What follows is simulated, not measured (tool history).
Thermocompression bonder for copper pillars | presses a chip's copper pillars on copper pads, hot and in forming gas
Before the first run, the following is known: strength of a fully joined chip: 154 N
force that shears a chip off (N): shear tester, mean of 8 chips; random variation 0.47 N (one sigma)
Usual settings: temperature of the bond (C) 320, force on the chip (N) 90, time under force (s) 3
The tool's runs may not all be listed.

| run | hour | temperature of the bond (C) | force on the chip (N) | time under force (s) | force that shears a chip off (N) |
|---|---|---|---|---|---|
| 1 | 0 | 320 | 90 | 3 | 68.6 |
| 2 | 6.6 | 320 | 90 | 3 | 68.2 |
| 3 | 11.1 | 320 | 90 | 2 | 57.7 |
| 4 | 18.3 | 320 | 90 | 2 | 58.8 |
| 5 | 27.4 | 320 | 90 | 2 | 58.1 |
| 6 | 35.6 | 320 | 90 | 2 | 58.5 |
| 7 | 39.8 | 320 | 90 | 2 | 58 |
| 8 | 46.9 | 320 | 90 | 2 | 58.8 |
| 9 | 54.7 | 320 | 90 | 2 | 58.1 |
| 10 | 60.3 | 320 | 90 | 2 | 58 |
| 11 | 65.1 | 320 | 90 | 2 | 57 |
| 12 | 71.2 | 320 | 90 | 3 | 67.6 |
| 13 | 79.3 | 335 | 90 | 3 | 79.4 |
| 14 | 87.9 | 320 | 90 | 3 | 67.3 |
| 15 | 97.2 | 320 | 90 | 3 | 67.7 |
| 16 | 107.7 | 320 | 102 | 3 | 76.3 |
| 17 | 117.7 | 344 | 90 | 3 | 86.8 |
| 18 | 124.8 | 344 | 90 | 3 | 85 |
| 19 | 134.6 | 344 | 90 | 3 | 86.5 |
| 20 | 141.6 | 344 | 90 | 3 | 85.4 |
| 21 | 151.6 | 344 | 90 | 3 | 86.4 |
| 22 | 157.4 | 314 | 90 | 3 | 61.9 |
| 23 | 162.4 | 331 | 90 | 7 | 97.7 |
| 24 | 169.1 | 320 | 110 | 8 | 108.5 |
| 25 | 178.9 | 309 | 93 | 5 | 72.7 |
| 26 | 187.1 | 320 | 117 | 2 | 74.9 |
| 27 | 194.9 | 346 | 128 | 7 | 132.9 |
| 28 | 200.5 | 317 | 80 | 4 | 62.9 |
| 29 | 205.2 | 332 | 97 | 8 | 107.8 |
| 30 | 212.9 | 332 | 97 | 5 | 94.4 |
| 31 | 220.9 | 309 | 108 | 7 | 92.7 |
| 32 | 228 | 309 | 85 | 6 | 70.8 |
| 33 | 234.4 | 319 | 58 | 9 | 62 |
| 34 | 243.8 | 347 | 95 | 3 | 91.9 |
| 35 | 254.3 | 326 | 68 | 5 | 63.9 |
| 36 | 263.8 | 326 | 90 | 5 | 83.1 |
| 37 | 271.1 | 292 | 90 | 3 | 45.3 |
| 38 | 278.4 | 300 | 90 | 8 | 73.9 |
| 39 | 284.1 | 311 | 90 | 8 | 83.4 |

Here are 5 independent what-if runs from the current tool condition. What would each one return?
| A | 290 | 319 | 108 | 3 | ? |
| B | 290 | 314 | 74 | 3 | ? |
| C | 290 | 300 | 126 | 6 | ? |
| D | 290 | 321 | 54 | 8 | ? |
| E | 290 | 324 | 55 | 5 | ? |

| run | force that shears a chip off (N) |
|---|---|
| A | 77 |
| B | 49.3 |
| C | 93 |
| D | 54.9 |
| E | 48.7 |
Without the tool's unlogged condition, the same runs would have read:
| run | force that shears a chip off (N) |
|---|---|
| A | 81.2 |
| B | 52.4 |
| C | 97.9 |
| D | 58.2 |
| E | 51.7 |
